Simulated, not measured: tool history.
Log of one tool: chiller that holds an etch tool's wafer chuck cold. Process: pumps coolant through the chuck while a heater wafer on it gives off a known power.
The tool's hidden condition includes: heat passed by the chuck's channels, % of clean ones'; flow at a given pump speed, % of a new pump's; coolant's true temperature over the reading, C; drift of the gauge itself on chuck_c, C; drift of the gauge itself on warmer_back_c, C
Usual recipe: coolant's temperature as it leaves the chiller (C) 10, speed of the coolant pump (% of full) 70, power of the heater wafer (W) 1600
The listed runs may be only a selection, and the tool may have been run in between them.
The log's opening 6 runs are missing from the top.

run,day,coolant's temperature as it leaves the chiller (C),speed of the coolant pump (% of full),power of the heater wafer (W),hours since the coolant was changed and the channels were flushed,hours since the pump was overhauled,hours since the chiller's thermometer was calibrated,chuck's temperature once it has settled (C),how much warmer the coolant comes back (C)
7,5.712,10,70,1550,1652,531,1267,33.9,6.24
8,7.008,10,70,1550,1683,562,1298,33.8,6.2
9,8.446,10,70,1550,1717,597,1333,34,6.16
10,9.192,10,70,1550,1735,615,1351,33.7,6.25
11,10.171,10,70,1550,1759,638,1374,34,6.21
12,11.471,10,70,1550,1790,669,1406,34.1,6.22
13,12.479,14,70,1600,1814,694,1430,38.8,6.46
14,13.267,7,70,1600,1833,712,1449,31.7,6.4
15,14.45,7,70,1600,1861,741,1477,31.7,6.47
16,15.858,7,70,1600,1895,775,1511,31.8,6.45
17,16.6,7,70,1600,1913,792,1529,32.1,6.46
18,17.829,19,98,1353,1942,822,1558,35.4,3.82
19,18.879,19,98,1353,1967,847,1583,35.5,3.76
20,19.512,10,82,1600,1983,862,1599,32.2,5.43
21,20.838,11,95,1310,2014,894,1630,27.5,3.77
22,21.996,11,71,954,2042,922,1658,26.1,3.78
23,22.779,13,83,1068,2061,941,1677,28,3.53
24,23.725,5,83,1068,2084,963,1700,20.1,3.6
25,24.392,15,83,1503,2100,979,1716,35.9,5.04
26,25.467,15,83,1503,2126,1005,1741,36,5.05
27,26.204,15,83,1503,2143,1023,1759,35.9,5

Run 28 comes next. What will it give?
28,27.275,18,91,1771,2169,1049,1785,?,?

{"run 28": {"chuck's temperature once it has settled (C)": 41, "how much warmer the coolant comes back (C)": 5.34}}
Had the tool carried no hidden state, the very same run would have given chuck's temperature once it has settled (C) 38, how much warmer the coolant comes back (C) 5.14.
